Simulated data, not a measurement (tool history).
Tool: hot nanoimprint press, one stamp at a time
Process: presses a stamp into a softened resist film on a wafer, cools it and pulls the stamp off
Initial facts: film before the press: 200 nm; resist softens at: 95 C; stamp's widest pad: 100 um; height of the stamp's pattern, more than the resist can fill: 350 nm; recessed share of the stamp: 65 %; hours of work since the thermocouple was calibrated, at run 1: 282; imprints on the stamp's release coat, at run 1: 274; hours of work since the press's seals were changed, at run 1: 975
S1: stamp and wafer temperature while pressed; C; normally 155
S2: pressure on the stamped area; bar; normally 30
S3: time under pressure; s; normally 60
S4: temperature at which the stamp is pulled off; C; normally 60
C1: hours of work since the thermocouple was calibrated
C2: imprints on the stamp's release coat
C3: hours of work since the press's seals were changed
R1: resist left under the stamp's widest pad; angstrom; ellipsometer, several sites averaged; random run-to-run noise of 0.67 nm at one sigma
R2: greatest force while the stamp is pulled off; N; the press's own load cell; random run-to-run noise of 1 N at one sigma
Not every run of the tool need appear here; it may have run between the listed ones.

Run 1, hour 0: usual settings; C1 282; C2 274; C3 975. Result: R1 826 angstrom, R2 99 N.
Run 2, hour 45.8: usual settings but S4 49 C; C1 304; C2 362; C3 996. Result: R1 822 angstrom, R2 127 N.
Run 3, hour 78: usual settings but S3 32 s; C1 319; C2 424; C3 1011. Result: R1 1048 angstrom, R2 104 N.
Run 4, hour 104.6: usual settings but S3 32 s; C1 331; C2 476; C3 1023. Result: R1 1048 angstrom, R2 100 N.
Run 5, hour 145.1: usual settings but S3 32 s; C1 350; C2 554; C3 1042. Result: R1 1047 angstrom, R2 103 N.
Run 6, hour 178.2: usual settings but S3 32 s; C1 365; C2 617; C3 1058. Result: R1 1061 angstrom, R2 105 N.
Run 7, hour 225.6: usual settings but S3 32 s; C1 387; C2 709; C3 1080. Result: R1 1066 angstrom, R2 106 N.
Run 8, hour 255.8: usual settings but S2 41 bar; C1 401; C2 767; C3 1094. Result: R1 741 angstrom, R2 103 N.
Run 9, hour 293.7: usual settings but S2 20.9 bar; C1 419; C2 840; C3 1112. Result: R1 982 angstrom, R2 107 N.
At hour 300.3: plate thermocouple calibrated.
Run 10, hour 332.2: usual settings but S2 20.9 bar; C1 15; C2 908; C3 1128. Result: R1 1012 angstrom, R2 110 N.
At hour 349.5: stamp cleaned and given a new release coat.
Run 11, hour 378.5: usual settings but S1 156 C, S2 20.9 bar; C1 34; C2 56; C3 1147. Result: R1 972 angstrom, R2 101 N.
Run 12, hour 421.6: usual settings but S1 156 C, S2 21.8 bar, S3 44 s; C1 54; C2 139; C3 1167. Result: R1 1073 angstrom, R2 103 N.
At hour 439.1: plate thermocouple calibrated, once more.
Run 13, hour 475.8: usual settings but S1 156 C, S2 21.8 bar, S3 44 s; C1 17; C2 238; C3 1191. Result: R1 964 angstrom, R2 96 N.

Forecast run 14:
Run 14, hour 514.9: usual settings but S1 156 C, S2 21.8 bar, S3 44 s; C1 35; C2 313; C3 1209. Result: R1 ?, R2 ?.

Run 14 came out at R1 965 angstrom, R2 99 N.
Minus the tool's unlogged condition, the same run would have read R1 929 angstrom, R2 96 N.
